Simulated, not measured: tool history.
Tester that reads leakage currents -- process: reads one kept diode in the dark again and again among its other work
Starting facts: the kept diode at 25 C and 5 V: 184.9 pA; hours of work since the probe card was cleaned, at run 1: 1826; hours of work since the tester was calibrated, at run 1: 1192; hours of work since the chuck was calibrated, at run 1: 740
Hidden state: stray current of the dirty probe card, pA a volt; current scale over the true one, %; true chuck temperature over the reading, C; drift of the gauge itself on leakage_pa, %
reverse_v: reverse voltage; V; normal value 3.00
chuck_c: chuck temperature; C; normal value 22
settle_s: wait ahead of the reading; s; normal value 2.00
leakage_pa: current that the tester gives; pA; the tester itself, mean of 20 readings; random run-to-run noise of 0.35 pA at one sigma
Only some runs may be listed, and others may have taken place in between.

run    hour  reverse_v  chuck_c  settle_s  hours of work since the probe card was cleaned  hours of work since the tester was calibrated  hours of work since the chuck was calibrated  leakage_pa
  1     0.0       3.00       22      2.00                                            1826                                           1192                                           740      127.14
  2    46.2       3.00       22      2.00                                            1861                                           1227                                           775      128.00
  3   102.2       3.00       22      2.00                                            1903                                           1269                                           817      128.30
  4   172.2       3.00       22      2.00                                            1956                                           1322                                           870      128.94
  5   218.4       3.00       22      2.00                                            1991                                           1357                                           904      129.01
  6   285.2       1.06       22      2.00                                            2041                                           1407                                           955       75.42
  7   330.6       1.06       22      2.00                                            2075                                           1441                                           989       75.18
  8   368.3       1.06       22      2.00                                            2104                                           1470                                          1017       76.02
  9   401.1       1.06       22      2.00                                            2129                                           1494                                          1042       75.48
 10   453.6       1.06       22      2.00                                            2168                                           1534                                          1082       75.90
 11   506.9       1.06       22      2.00                                            2208                                           1574                                          1122       76.49
 12   569.0       1.06       22      2.00                                            2255                                           1621                                          1168       76.82
 13   614.7       1.06       22      2.00                                            2289                                           1655                                          1203       76.50
      638.8  -- chuck's temperature calibrated
 14   677.7       1.06       22      2.00                                            2335                                           1701                                            29       69.29
 15   718.5       1.06       22      2.00                                            2366                                           1732                                            60       69.21
 16   765.9      17.20       50      6.32                                            2402                                           1768                                            96     1863.33
 17   830.4       3.22       51      0.56                                            2450                                           1816                                           144      838.29
 18   861.8       3.22       51      0.56                                            2474                                           1840                                           168      846.40
 19   907.0       1.29       57      3.77                                            2508                                           1874                                           202      756.68
 20   941.8       1.24       40      2.71                                            2534                                           1900                                           228      257.99
 21   973.9       1.37       24      0.59                                            2558                                           1924                                           252       93.36
      979.8  -- probe card cleaned and baked
 22  1010.4       1.37       24      0.59                                              23                                           1950                                           278       89.51
 23  1045.2       1.22       29      0.58                                              49                                           1976                                           304      120.86
 24  1112.4       1.22       29      0.58                                             100                                           2026                                           354      121.66
 25  1175.0       1.22       29      0.58                                             147                                           2074                                           402      122.13
 26  1224.0       3.85       22      1.14                                             184                                           2110                                           438      132.71

What will run 27 give?
 27  1262.1       6.50       31      0.45                                             213                                           2139                                           467           ?

Run 27 gave leakage_pa 332.23 pA.
Had the tool carried no hidden state, the very same run would have given leakage_pa 328.35 pA.
